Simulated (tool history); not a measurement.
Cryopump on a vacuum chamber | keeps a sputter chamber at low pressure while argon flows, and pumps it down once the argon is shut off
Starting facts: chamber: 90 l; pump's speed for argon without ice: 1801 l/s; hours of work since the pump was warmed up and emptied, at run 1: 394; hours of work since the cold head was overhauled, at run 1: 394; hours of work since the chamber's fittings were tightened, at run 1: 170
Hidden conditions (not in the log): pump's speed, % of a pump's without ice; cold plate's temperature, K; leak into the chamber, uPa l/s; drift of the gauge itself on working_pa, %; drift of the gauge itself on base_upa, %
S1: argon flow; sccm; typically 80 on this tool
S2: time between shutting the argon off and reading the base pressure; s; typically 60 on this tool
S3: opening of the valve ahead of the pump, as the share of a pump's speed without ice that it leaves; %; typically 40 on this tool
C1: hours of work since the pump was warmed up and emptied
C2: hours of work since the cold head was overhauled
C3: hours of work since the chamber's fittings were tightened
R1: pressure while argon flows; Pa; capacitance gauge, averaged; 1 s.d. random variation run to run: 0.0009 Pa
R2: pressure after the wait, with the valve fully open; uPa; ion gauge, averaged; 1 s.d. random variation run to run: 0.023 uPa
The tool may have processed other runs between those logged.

run	day	S1	S2	S3	C1	C2	C3	R1	R2
1	0	80	60	40	394	394	170	0.1936	0.92
2	1.312	61	60	40	421	421	197	0.147	0.94
3	2.458	61	60	40	444	444	221	0.1474	1.03
4	3.312	52	60	40	462	462	238	0.1251	0.98
5	4.383	52	60	40	484	484	260	0.1251	1.05
6	5.683	52	60	40	510	510	287	0.1256	1.09
7	6.421	52	60	40	525	525	302	0.126	1.07
8	7.533	80	60	40	548	548	325	0.1949	1.09
9	8.242	80	210	40	563	563	339	0.1957	0.75
10	9.346	80	210	40	586	586	362	0.196	0.74
11	10.679	80	147	40	613	613	389	0.1953	0.88
12	11.6	80	79	40	632	632	408	0.197	1.06
13	12.662	80	60	40	654	654	430	0.1965	1.22
14	13.925	80	60	40	679	679	456	0.1975	1.24
15	14.596	80	24	40	693	693	470	0.1965	2.09
16	15.879	86	227	30	720	720	496	0.2799	0.9
17	16.767	80	65	35	738	738	514	0.2246	1.29
18	18.1	60	65	35	765	765	542	0.1689	1.28
19	19.046	60	65	35	784	784	561	0.1694	1.36
20	19.904	62	197	23	802	802	579	0.2632	1.03
21	20.733	130	54	40	819	819	596	0.3244	1.53
22	21.842	130	54	40	842	842	618	0.3227	1.56
23	23	130	54	40	866	866	642	0.3267	1.57
24	23.825	88	47	40	883	883	659	0.2195	1.7
25	24.842	41	72	17	903	903	680	0.2341	1.44
26	25.879	41	72	17	925	925	701	0.2322	1.46
27	27.338	41	72	17	955	955	731	0.2334	1.55

5 ways to go on from here, each from the tool as it stands after run 27. What would each give?
A	28.233	121	21	40	973	973	750	?	?
B	28.233	108	239	52	973	973	750	?	?
C	28.233	97	115	32	973	973	750	?	?
D	28.233	41	130	17	973	973	750	?	?
E	28.233	41	41	24	973	973	750	?	?

run	R1	R2
A	0.3057	2.73
B	0.2125	1.27
C	0.3027	1.42
D	0.2343	1.33
E	0.1659	1.93
The same runs, with their run-to-run variation unchanged, on a tool lacking any hidden condition would have given:
run	R1	R2
A	0.2856	1.79
B	0.1946	0.33
C	0.2866	0.45
D	0.2275	0.41
E	0.1592	1

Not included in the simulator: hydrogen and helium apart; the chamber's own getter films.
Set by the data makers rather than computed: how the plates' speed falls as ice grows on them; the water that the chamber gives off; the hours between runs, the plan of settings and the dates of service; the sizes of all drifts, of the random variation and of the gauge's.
